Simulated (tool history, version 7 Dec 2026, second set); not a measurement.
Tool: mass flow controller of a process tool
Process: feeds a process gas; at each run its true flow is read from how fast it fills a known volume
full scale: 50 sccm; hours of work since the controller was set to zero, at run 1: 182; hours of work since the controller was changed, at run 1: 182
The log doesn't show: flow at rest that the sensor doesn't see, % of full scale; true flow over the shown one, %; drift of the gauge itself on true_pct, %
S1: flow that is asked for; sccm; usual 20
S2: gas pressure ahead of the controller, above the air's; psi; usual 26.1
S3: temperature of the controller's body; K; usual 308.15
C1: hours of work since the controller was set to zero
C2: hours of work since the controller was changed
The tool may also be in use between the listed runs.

{"run": 1, "day": 0.0, "S1": 20, "S2": 26.1, "S3": 308.15, "C1": 182, "C2": 182, "true flow (%)": 98.68}
{"run": 2, "day": 12.212, "S1": 20, "S2": 26.1, "S3": 308.15, "C1": 298, "C2": 298, "true flow (%)": 98.82}
{"run": 3, "day": 23.167, "S1": 20, "S2": 26.1, "S3": 308.15, "C1": 402, "C2": 402, "true flow (%)": 99.02}
{"run": 4, "day": 35.592, "S1": 20, "S2": 26.1, "S3": 308.15, "C1": 520, "C2": 520, "true flow (%)": 98.94}
{"run": 5, "day": 45.708, "S1": 20, "S2": 26.1, "S3": 308.15, "C1": 615, "C2": 615, "true flow (%)": 99.12}
{"run": 6, "day": 63.754, "S1": 20, "S2": 26.1, "S3": 308.15, "C1": 786, "C2": 786, "true flow (%)": 99.32}
{"run": 7, "day": 74.558, "S1": 20, "S2": 26.1, "S3": 308.15, "C1": 889, "C2": 889, "true flow (%)": 99.43}
{"run": 8, "day": 84.392, "S1": 20, "S2": 26.1, "S3": 308.15, "C1": 982, "C2": 982, "true flow (%)": 99.27}
{"run": 9, "day": 92.996, "S1": 20, "S2": 38.3, "S3": 308.15, "C1": 1063, "C2": 1063, "true flow (%)": 99.22}
{"run": 10, "day": 110.538, "S1": 20, "S2": 38.3, "S3": 308.15, "C1": 1229, "C2": 1229, "true flow (%)": 99.55}
{"run": 11, "day": 124.821, "S1": 20, "S2": 38.3, "S3": 308.15, "C1": 1365, "C2": 1365, "true flow (%)": 99.72}
{"run": 12, "day": 143.592, "S1": 20, "S2": 38.3, "S3": 308.15, "C1": 1543, "C2": 1543, "true flow (%)": 99.64}
{"run": 13, "day": 157.108, "S1": 20, "S2": 31.5, "S3": 308.15, "C1": 1671, "C2": 1671, "true flow (%)": 99.9}
{"run": 14, "day": 172.754, "S1": 20, "S2": 26.1, "S3": 308.15, "C1": 1819, "C2": 1819, "true flow (%)": 100.08}
{"run": 15, "day": 182.325, "S1": 20, "S2": 31.3, "S3": 308.15, "C1": 1909, "C2": 1909, "true flow (%)": 100.1}
{"run": 16, "day": 201.183, "S1": 20, "S2": 31.3, "S3": 308.15, "C1": 2088, "C2": 2088, "true flow (%)": 100.18}
{"run": 17, "day": 214.229, "S1": 47, "S2": 26.1, "S3": 308.15, "C1": 2212, "C2": 2212, "true flow (%)": 101.79}
{"run": 18, "day": 224.05, "S1": 47, "S2": 26.1, "S3": 308.15, "C1": 2305, "C2": 2305, "true flow (%)": 101.73}
{"run": 19, "day": 234.688, "S1": 32, "S2": 26.1, "S3": 295.15, "C1": 2405, "C2": 2405, "true flow (%)": 100.73}
{"run": 20, "day": 253.162, "S1": 43, "S2": 26.1, "S3": 308.15, "C1": 2580, "C2": 2580, "true flow (%)": 101.78}
{"run": 21, "day": 270.425, "S1": 13, "S2": 29, "S3": 307.15, "C1": 2744, "C2": 2744, "true flow (%)": 100.34}
{"run": 22, "day": 290.117, "S1": 11, "S2": 24.1, "S3": 298.15, "C1": 2930, "C2": 2930, "true flow (%)": 100.02}
{"day": 297.521, "done": "gauge calibrated"}
{"run": 23, "day": 308.642, "S1": 20, "S2": 34.5, "S3": 308.15, "C1": 3106, "C2": 3106, "true flow (%)": 98.83}
{"run": 24, "day": 320.792, "S1": 20, "S2": 34.5, "S3": 308.15, "C1": 3221, "C2": 3221, "true flow (%)": 98.99}
{"run": 25, "day": 331.867, "S1": 12, "S2": 26.1, "S3": 308.15, "C1": 3326, "C2": 3326, "true flow (%)": 98.65}
{"run": 26, "day": 347.229, "S1": 29, "S2": 30.2, "S3": 300.15, "C1": 3471, "C2": 3471, "true flow (%)": 99.26}
{"run": 27, "day": 356.621, "S1": 20, "S2": 32.8, "S3": 300.15, "C1": 3560, "C2": 3560, "true flow (%)": 98.93}
{"run": 28, "day": 370.471, "S1": 20, "S2": 32.8, "S3": 300.15, "C1": 3692, "C2": 3692, "true flow (%)": 98.9}
{"run": 29, "day": 384.125, "S1": 20, "S2": 32.8, "S3": 300.15, "C1": 3821, "C2": 3821, "true flow (%)": 99.08}
{"run": 30, "day": 392.833, "S1": 28, "S2": 36.3, "S3": 295.15, "C1": 3903, "C2": 3903, "true flow (%)": 99.31}
{"run": 31, "day": 409.204, "S1": 28, "S2": 26.7, "S3": 309.15, "C1": 4058, "C2": 4058, "true flow (%)": 100.05}
{"run": 32, "day": 417.646, "S1": 28, "S2": 25.4, "S3": 299.15, "C1": 4138, "C2": 4138, "true flow (%)": 99.86}
{"run": 33, "day": 437.046, "S1": 28, "S2": 32.5, "S3": 303.15, "C1": 4322, "C2": 4322, "true flow (%)": 100.02}
{"run": 34, "day": 455.921, "S1": 9, "S2": 31, "S3": 308.15, "C1": 4501, "C2": 4501, "true flow (%)": 99.28}

5 ways to go on from here, each from the tool as it stands after run 34. What would each give?
{"run": "A", "day": 470.075, "S1": 30, "S2": 33.6, "S3": 296.15, "C1": 4635, "C2": 4635, "true flow (%)": "?"}
{"run": "B", "day": 470.075, "S1": 20, "S2": 32.1, "S3": 304.15, "C1": 4635, "C2": 4635, "true flow (%)": "?"}
{"run": "C", "day": 470.075, "S1": 6, "S2": 36.8, "S3": 308.15, "C1": 4635, "C2": 4635, "true flow (%)": "?"}
{"run": "D", "day": 470.075, "S1": 20, "S2": 28, "S3": 300.15, "C1": 4635, "C2": 4635, "true flow (%)": "?"}
{"run": "E", "day": 470.075, "S1": 10, "S2": 21, "S3": 308.15, "C1": 4635, "C2": 4635, "true flow (%)": "?"}

run=A true_flow_(%)=100.04
run=B true_flow_(%)=99.79
run=C true_flow_(%)=99.22
run=D true_flow_(%)=99.67
run=E true_flow_(%)=99.5
Without the tool's hidden state the same runs would have given:
run=A true_flow_(%)=98.82
run=B true_flow_(%)=98.57
run=C true_flow_(%)=98.03
run=D true_flow_(%)=98.46
run=E true_flow_(%)=98.3
